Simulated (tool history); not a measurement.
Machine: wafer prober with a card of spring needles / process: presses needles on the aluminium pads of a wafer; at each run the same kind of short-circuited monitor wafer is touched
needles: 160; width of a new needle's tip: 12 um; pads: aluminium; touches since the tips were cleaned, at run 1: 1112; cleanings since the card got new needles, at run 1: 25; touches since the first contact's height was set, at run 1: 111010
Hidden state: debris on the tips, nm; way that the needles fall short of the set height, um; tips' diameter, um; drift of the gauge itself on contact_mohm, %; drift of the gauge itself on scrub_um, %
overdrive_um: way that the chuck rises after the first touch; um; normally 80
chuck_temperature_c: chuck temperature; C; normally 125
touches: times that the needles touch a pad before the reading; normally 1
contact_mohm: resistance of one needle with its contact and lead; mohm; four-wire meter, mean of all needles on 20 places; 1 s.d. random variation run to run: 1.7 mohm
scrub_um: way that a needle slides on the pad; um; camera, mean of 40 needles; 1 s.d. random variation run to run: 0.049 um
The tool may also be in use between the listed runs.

run,day,overdrive_um,chuck_temperature_c,touches,touches since the tips were cleaned,cleanings since the card got new needles,touches since the first contact's height was set,contact_mohm,scrub_um
1,0.000,80,125,1,1112,25,111010,177,16.06
# day 0.521: tips cleaned on abrasive film
# day 1.083: tips cleaned on abrasive film
2,1.083,80,125,2,0,27,119279,177,16.03
# day 1.617: tips cleaned on abrasive film
# day 2.150: tips cleaned on abrasive film
# day 2.771: tips cleaned on abrasive film
3,3.229,80,125,2,3525,30,135703,176,16.06
# day 3.367: tips cleaned on abrasive film
# day 4.029: tips cleaned on abrasive film
# day 4.696: tips cleaned on abrasive film
# day 5.342: tips cleaned on abrasive film
4,5.517,80,125,2,1352,34,153160,180,16.08
# day 5.792: height of the first contact set anew
# day 5.929: tips cleaned on abrasive film
# day 6.462: tips cleaned on abrasive film
5,6.762,80,125,1,2290,36,7380,179,16.14
# day 7.029: tips cleaned on abrasive film
# day 7.675: tips cleaned on abrasive film
# day 8.208: tips cleaned on abrasive film
6,8.488,80,125,1,2171,39,20584,178,16.15
# day 8.850: tips cleaned on abrasive film
# day 9.504: tips cleaned on abrasive film
# day 10.162: tips cleaned on abrasive film
7,10.475,80,125,2,2386,42,35750,180,16.09
# day 10.721: tips cleaned on abrasive film
# day 11.342: tips cleaned on abrasive film
# day 11.946: tips cleaned on abrasive film
8,12.375,80,125,1,3279,45,50275,177,16.08
# day 12.508: tips cleaned on abrasive film
# day 13.042: tips cleaned on abrasive film
# day 13.575: tips cleaned on abrasive film
# day 14.183: tips cleaned on abrasive film
9,14.312,80,125,1,986,49,65069,176,16.17
# day 14.846: tips cleaned on abrasive film
# day 15.462: tips cleaned on abrasive film
10,15.471,80,125,1,83,51,73914,179,16.19
# day 15.996: tips cleaned on abrasive film
# day 16.612: tips cleaned on abrasive film
11,16.921,80,125,1,2380,53,85000,182,16.24
# day 17.188: tips cleaned on abrasive film
# day 17.829: tips cleaned on abrasive film
# day 18.483: tips cleaned on abrasive film
12,18.592,80,125,3,820,56,97747,178,16.18
# day 19.092: tips cleaned on abrasive film
# day 19.625: tips cleaned on abrasive film
13,19.662,80,125,1,304,58,105946,178,16.12
# day 20.192: tips cleaned on abrasive film
# day 20.854: tips cleaned on abrasive film
14,21.212,80,125,1,2775,60,117812,179,16.31
# day 21.475: tips cleaned on abrasive film
# day 22.100: tips cleaned on abrasive film
# day 22.688: tips cleaned on abrasive film
15,22.688,70,70,1,0,63,129039,169,14.20
# day 23.325: tips cleaned on abrasive film
# day 23.975: tips cleaned on abrasive film
# day 24.508: tips cleaned on abrasive film
16,24.621,70,32,1,865,66,143827,160,14.16
# day 25.117: tips cleaned on abrasive film
# day 25.783: tips cleaned on abrasive film
# day 26.046: height of the first contact set anew
# day 26.379: tips cleaned on abrasive film
17,26.379,83,35,3,0,69,2520,162,16.80
# day 27.008: tips cleaned on abrasive film
# day 27.612: tips cleaned on abrasive film
# day 28.146: tips cleaned on abrasive film
18,28.233,80,125,2,673,72,16678,176,16.25
# day 28.717: tips cleaned on abrasive film
# day 29.358: tips cleaned on abrasive film
# day 29.896: tips cleaned on abrasive film
19,29.896,80,125,2,0,75,29390,181,16.29
# day 30.562: tips cleaned on abrasive film
# day 31.196: tips cleaned on abrasive film
# day 31.779: tips cleaned on abrasive film
20,31.833,84,125,1,415,78,44175,178,17.13
# day 32.338: tips cleaned on abrasive film
# day 32.871: tips cleaned on abrasive film
# day 33.404: tips cleaned on abrasive film
21,33.583,84,125,1,1389,81,57567,179,17.12
# day 33.988: tips cleaned on abrasive film
# day 34.600: tips cleaned on abrasive film
# day 35.133: tips cleaned on abrasive film
22,35.454,72,116,1,2471,84,71861,176,14.63
# day 35.725: tips cleaned on abrasive film
# day 36.258: tips cleaned on abrasive film
# day 36.921: tips cleaned on abrasive film
# day 37.454: tips cleaned on abrasive film
23,37.479,80,39,2,179,88,87291,163,16.28
# day 38.012: tips cleaned on abrasive film
# day 38.642: tips cleaned on abrasive film
# day 39.175: tips cleaned on abrasive film
# day 39.817: tips cleaned on abrasive film
24,39.904,90,125,2,678,92,105823,176,18.37
# day 40.438: tips cleaned on abrasive film
# day 41.088: tips cleaned on abrasive film
# day 41.754: tips cleaned on abrasive film
# day 42.296: tips cleaned on abrasive film
25,42.296,80,43,2,0,96,124107,164,16.29
# day 42.929: tips cleaned on abrasive film
# day 43.567: tips cleaned on abrasive film
# day 44.100: tips cleaned on abrasive film
26,44.154,80,43,2,418,99,138302,160,16.28
# day 44.658: tips cleaned on abrasive film
# day 45.292: tips cleaned on abrasive film
27,45.429,80,37,2,1054,101,148054,160,16.28

What if the next run were any one of these 4? Each begins from the tool's condition after run 27:
# day 45.833: tips cleaned on abrasive film
# day 46.367: height of the first contact set anew
# day 46.504: tips cleaned on abrasive film
A,46.550,100,100,2,347,103,1365,?,?
# day 45.833: tips cleaned on abrasive film
# day 46.367: height of the first contact set anew
# day 46.504: tips cleaned on abrasive film
B,46.550,80,63,2,347,103,1365,?,?
# day 45.833: tips cleaned on abrasive film
# day 46.367: height of the first contact set anew
# day 46.504: tips cleaned on abrasive film
C,46.550,80,37,2,347,103,1365,?,?
# day 45.833: tips cleaned on abrasive film
# day 46.367: height of the first contact set anew
# day 46.504: tips cleaned on abrasive film
D,46.550,80,37,3,347,103,1365,?,?

run,contact_mohm,scrub_um
A,171,20.45
B,166,16.29
C,158,16.41
D,161,16.29
With no hidden state in the tool, these same runs would have given:
run,contact_mohm,scrub_um
A,171,20.15
B,166,16.05
C,158,16.17
D,161,16.06
